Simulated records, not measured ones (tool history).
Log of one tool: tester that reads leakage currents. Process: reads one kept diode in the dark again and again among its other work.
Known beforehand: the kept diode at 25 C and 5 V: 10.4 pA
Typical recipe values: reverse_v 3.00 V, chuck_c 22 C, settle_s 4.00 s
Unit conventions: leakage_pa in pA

| run | hour | reverse_v | chuck_c | settle_s | leakage_pa |
|---|---|---|---|---|---|
| 1 | 0.0 | 3.00 | 22 | 4.00 | 11.58 |
| 2 | 69.9 | 3.00 | 44 | 4.00 | 35.30 |
| 3 | 150.8 | 3.00 | 45 | 4.00 | 37.55 |
| 4 | 208.3 | 9.96 | 22 | 4.00 | 29.13 |
| 5 | 250.9 | 9.96 | 22 | 4.00 | 29.52 |
| 6 | 314.3 | 3.00 | 22 | 4.00 | 12.16 |
| 7 | 365.5 | 3.00 | 22 | 4.00 | 12.33 |
| 8 | 437.5 | 3.00 | 22 | 4.00 | 12.36 |
| 9 | 472.1 | 3.00 | 22 | 4.00 | 12.49 |
| 10 | 552.1 | 3.00 | 22 | 4.00 | 12.73 |
| 11 | 609.4 | 3.00 | 22 | 4.00 | 12.93 |
| 12 | 657.4 | 3.00 | 22 | 4.00 | 12.90 |
| 13 | 720.9 | 3.00 | 22 | 4.00 | 13.03 |
| 14 | 805.4 | 3.00 | 22 | 4.00 | 13.21 |
| 15 | 850.0 | 3.00 | 22 | 4.00 | 13.32 |
| 16 | 930.9 | 3.00 | 22 | 4.00 | 13.52 |
| 17 | 1014.4 | 4.62 | 49 | 0.76 | 63.99 |
| 18 | 1099.8 | 4.62 | 20 | 0.76 | 18.65 |
| 19 | 1139.0 | 15.98 | 23 | 0.76 | 56.15 |
| 20 | 1213.8 | 3.94 | 40 | 4.00 | 37.45 |
| 21 | 1282.3 | 1.03 | 32 | 7.49 | 11.04 |
| 22 | 1320.0 | 2.11 | 29 | 4.00 | 15.01 |
| 23 | 1384.7 | 6.05 | 30 | 6.16 | 32.40 |
| 24 | 1466.6 | 6.05 | 30 | 6.16 | 33.05 |
| 25 | 1538.2 | 5.32 | 40 | 4.00 | 46.04 |
| 26 | 1605.8 | 2.60 | 22 | 2.53 | 13.45 |
| 27 | 1660.4 | 2.60 | 22 | 2.53 | 13.54 |
|  | 1738.0 | chuck's temperature calibrated |
| 28 | 1738.0 | 4.42 | 35 | 6.14 | 31.42 |
| 29 | 1775.4 | 4.42 | 35 | 6.14 | 31.63 |
| 30 | 1842.1 | 4.42 | 35 | 6.14 | 31.70 |
| 31 | 1900.1 | 3.00 | 20 | 1.69 | 14.15 |

Per-run results on a tool with no hidden state, each run keeping its own random variation:
What the log doesn't record here: stray current of the dirty probe card, pA a volt; current scale over the true one, %; true chuck temperature over the reading, C; drift of the gauge itself on leakage_pa, %.
| run | leakage_pa |
|---|---|
| 1 | 6.74 |
| 2 | 29.31 |
| 3 | 31.25 |
| 4 | 12.26 |
| 5 | 12.35 |
| 6 | 6.70 |
| 7 | 6.73 |
| 8 | 6.66 |
| 9 | 6.69 |
| 10 | 6.71 |
| 11 | 6.81 |
| 12 | 6.73 |
| 13 | 6.71 |
| 14 | 6.71 |
| 15 | 6.73 |
| 16 | 6.73 |
| 17 | 50.38 |
| 18 | 7.94 |
| 19 | 19.52 |
| 20 | 26.30 |
| 21 | 7.92 |
| 22 | 9.23 |
| 23 | 16.50 |
| 24 | 16.74 |
| 25 | 30.13 |
| 26 | 6.32 |
| 27 | 6.31 |
| 28 | 19.85 |
| 29 | 19.96 |
| 30 | 19.83 |
| 31 | 6.03 |
